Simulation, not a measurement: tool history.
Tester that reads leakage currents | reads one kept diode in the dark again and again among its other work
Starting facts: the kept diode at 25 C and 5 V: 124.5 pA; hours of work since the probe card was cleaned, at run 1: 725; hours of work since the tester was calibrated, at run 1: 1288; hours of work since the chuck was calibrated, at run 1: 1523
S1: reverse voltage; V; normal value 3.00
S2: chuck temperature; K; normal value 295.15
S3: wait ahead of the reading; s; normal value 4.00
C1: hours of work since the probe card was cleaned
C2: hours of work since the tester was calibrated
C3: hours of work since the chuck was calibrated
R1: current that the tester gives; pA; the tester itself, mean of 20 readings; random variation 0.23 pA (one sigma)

run 1 hour=0.0 | S1=3.00 S2=295.15 S3=4.00 | C1=725 C2=1288 C3=1523 | R1=83.15
run 2 hour=69.8 | S1=3.00 S2=295.15 S3=4.00 | C1=768 C2=1331 C3=1566 | R1=83.25
run 3 hour=184.5 | S1=3.00 S2=295.15 S3=4.00 | C1=839 C2=1402 C3=1637 | R1=84.50
run 4 hour=317.4 | S1=3.00 S2=295.15 S3=4.00 | C1=921 C2=1484 C3=1719 | R1=84.62
run 5 hour=436.5 | S1=4.28 S2=295.15 S3=4.00 | C1=995 C2=1558 C3=1792 | R1=104.38
run 6 hour=531.6 | S1=4.28 S2=295.15 S3=4.00 | C1=1053 C2=1617 C3=1851 | R1=106.25
run 7 hour=640.0 | S1=3.00 S2=295.15 S3=4.00 | C1=1120 C2=1683 C3=1918 | R1=86.81
run 8 hour=764.7 | S1=2.62 S2=295.15 S3=4.00 | C1=1197 C2=1760 C3=1995 | R1=81.64
-- hour=875.9 probe card cleaned and baked
run 9 hour=875.9 | S1=3.78 S2=320.15 S3=5.51 | C1=0 C2=1827 C3=2062 | R1=730.29
run 10 hour=962.1 | S1=14.01 S2=309.15 S3=0.97 | C1=53 C2=1881 C3=2115 | R1=606.56
-- hour=1091.6 chuck's temperature calibrated
run 11 hour=1107.3 | S1=9.08 S2=309.15 S3=0.97 | C1=142 C2=1969 C3=10 | R1=441.81
run 12 hour=1192.1 | S1=4.90 S2=303.15 S3=1.35 | C1=194 C2=2021 C3=62 | R1=195.66
run 13 hour=1309.1 | S1=18.81 S2=295.15 S3=3.53 | C1=266 C2=2094 C3=134 | R1=201.78

Each row is a separate what-if for the run after 13, all from the same tool condition, not one after another. Results?
run A hour=1377.0 | S1=17.21 S2=295.15 S3=3.71 | C1=308 C2=2135 C3=176 | R1=?
run B hour=1377.0 | S1=2.45 S2=315.15 S3=2.08 | C1=308 C2=2135 C3=176 | R1=?
run C hour=1377.0 | S1=3.00 S2=319.15 S3=4.00 | C1=308 C2=2135 C3=176 | R1=?

run=A R1=193.98
run=B R1=367.67
run=C R1=561.84
With no hidden state in the tool, these same runs would have given:
run=A R1=181.03
run=B R1=363.78
run=C R1=556.54
